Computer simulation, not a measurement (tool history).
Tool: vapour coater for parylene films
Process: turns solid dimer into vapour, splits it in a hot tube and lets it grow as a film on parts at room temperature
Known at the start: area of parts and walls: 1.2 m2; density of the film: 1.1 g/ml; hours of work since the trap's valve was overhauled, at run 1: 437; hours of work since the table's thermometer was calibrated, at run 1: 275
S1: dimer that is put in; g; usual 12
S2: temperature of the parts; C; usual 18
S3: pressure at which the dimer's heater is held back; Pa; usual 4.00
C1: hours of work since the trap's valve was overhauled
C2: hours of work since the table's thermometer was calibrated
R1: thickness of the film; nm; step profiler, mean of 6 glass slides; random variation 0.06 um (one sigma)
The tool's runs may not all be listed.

{"run": 1, "hour": 0.0, "S1": 12, "S2": 18, "S3": 4.0, "C1": 437, "C2": 275, "R1": 6440}
{"run": 2, "hour": 18.0, "S1": 12, "S2": 18, "S3": 4.0, "C1": 447, "C2": 285, "R1": 6440}
{"run": 3, "hour": 34.8, "S1": 12, "S2": 18, "S3": 4.0, "C1": 457, "C2": 295, "R1": 6490}
{"run": 4, "hour": 54.0, "S1": 12, "S2": 18, "S3": 4.0, "C1": 468, "C2": 305, "R1": 6540}
{"run": 5, "hour": 63.0, "S1": 12, "S2": 18, "S3": 4.0, "C1": 473, "C2": 311, "R1": 6470}
{"run": 6, "hour": 83.3, "S1": 12, "S2": 18, "S3": 4.0, "C1": 485, "C2": 322, "R1": 6400}
{"hour": 98.5, "done": "trap's valve overhauled"}
{"run": 7, "hour": 105.1, "S1": 12, "S2": 18, "S3": 4.0, "C1": 4, "C2": 332, "R1": 6080}
{"run": 8, "hour": 119.2, "S1": 12, "S2": 18, "S3": 4.0, "C1": 12, "C2": 340, "R1": 6110}
{"run": 9, "hour": 137.8, "S1": 12, "S2": 18, "S3": 4.0, "C1": 22, "C2": 351, "R1": 6060}
{"hour": 151.9, "done": "trap's valve overhauled, once more"}
{"run": 10, "hour": 157.3, "S1": 12, "S2": 18, "S3": 4.0, "C1": 3, "C2": 360, "R1": 6960}
{"run": 11, "hour": 171.9, "S1": 12, "S2": 17, "S3": 4.0, "C1": 11, "C2": 368, "R1": 7190}
{"run": 12, "hour": 182.4, "S1": 12, "S2": 17, "S3": 4.0, "C1": 17, "C2": 374, "R1": 7240}
{"run": 13, "hour": 196.2, "S1": 15, "S2": 18, "S3": 4.0, "C1": 25, "C2": 382, "R1": 8800}
{"run": 14, "hour": 209.8, "S1": 7, "S2": 27, "S3": 4.0, "C1": 33, "C2": 390, "R1": 3350}
{"run": 15, "hour": 230.2, "S1": 7, "S2": 27, "S3": 4.0, "C1": 45, "C2": 401, "R1": 3280}
{"run": 16, "hour": 246.5, "S1": 21, "S2": 27, "S3": 4.0, "C1": 54, "C2": 411, "R1": 9810}
{"run": 17, "hour": 257.3, "S1": 9, "S2": 14, "S3": 3.27, "C1": 60, "C2": 417, "R1": 5820}
{"run": 18, "hour": 277.9, "S1": 17, "S2": 15, "S3": 4.0, "C1": 72, "C2": 429, "R1": 10570}
{"run": 19, "hour": 293.1, "S1": 16, "S2": 21, "S3": 4.0, "C1": 80, "C2": 437, "R1": 8610}
{"run": 20, "hour": 310.1, "S1": 6, "S2": 21, "S3": 2.5, "C1": 90, "C2": 447, "R1": 3350}

Forecast each of these 3 alternatives for the next run:
{"run": "A", "hour": 321.4, "S1": 6, "S2": 20, "S3": 2.5, "C1": 97, "C2": 453, "R1": "?"}
{"run": "B", "hour": 321.4, "S1": 13, "S2": 16, "S3": 8.74, "C1": 97, "C2": 453, "R1": "?"}
{"run": "C", "hour": 321.4, "S1": 11, "S2": 18, "S3": 6.49, "C1": 97, "C2": 453, "R1": "?"}

run=A R1=3430
run=B R1=7310
run=C R1=6020
Without the tool's hidden state the same runs would have given:
run=A R1=3510
run=B R1=7490
run=C R1=6170
